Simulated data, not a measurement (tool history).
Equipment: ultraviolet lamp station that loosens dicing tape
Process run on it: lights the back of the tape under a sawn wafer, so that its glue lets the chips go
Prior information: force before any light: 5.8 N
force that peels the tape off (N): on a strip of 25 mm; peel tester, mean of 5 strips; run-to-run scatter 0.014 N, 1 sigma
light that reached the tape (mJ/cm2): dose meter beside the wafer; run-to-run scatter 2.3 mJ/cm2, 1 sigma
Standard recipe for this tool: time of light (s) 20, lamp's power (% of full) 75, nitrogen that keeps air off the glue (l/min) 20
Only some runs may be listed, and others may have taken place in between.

run	hour	time of light (s)	lamp's power (% of full)	nitrogen that keeps air off the glue (l/min)	force that peels the tape off (N)	light that reached the tape (mJ/cm2)
1	0	20	75	20	0.732	226
2	21	20	75	20	0.722	228
3	45.2	20	76	20	0.729	227
# hour 56.8: window cleaned of glue's vapour
4	79.1	20	80	20	0.694	236
5	103.5	20	80	20	0.694	231
6	137.7	20	80	20	0.697	230
# hour 157: window cleaned of glue's vapour, once more
7	158.7	20	75	20	0.667	237
8	194.5	13	75	20	1.385	149
9	230.2	20	69	20	0.792	211
10	264.8	31	75	20	0.287	349
11	284.1	31	75	20	0.28	353
12	320.7	31	75	20	0.296	351
13	342.5	17	65	20	1.228	168
14	366.8	29	86	20	0.274	371
15	388.7	18	74	20	0.944	192
16	405.7	18	74	20	0.926	197
17	420.9	14	63	11	1.968	134
18	457.5	14	63	11	2.018	130
19	489	15	75	28	1.119	163
20	520.1	15	75	28	1.115	160
21	550.1	20	75	32	0.66	215
22	583.8	32	67	18	0.445	304
# hour 611: window cleaned of glue's vapour
23	617.4	18	64	11	1.469	173

Forecast each of these 5 alternatives for the next run:
A	637.3	31	70	7	?	?
B	637.3	16	64	11	?	?
C	637.3	18	64	19	?	?
D	637.3	20	75	7	?	?
E	637.3	36	75	20	?	?

run	force that peels the tape off (N)	light that reached the tape (mJ/cm2)
A	0.625	321
B	1.716	152
C	1.144	175
D	1.211	224
E	0.227	406
With the hidden condition removed and each run's random variation left untouched, the same runs would have given:
run	force that peels the tape off (N)	light that reached the tape (mJ/cm2)
A	0.535	346
B	1.561	164
C	1.017	189
D	1.077	242
E	0.198	438
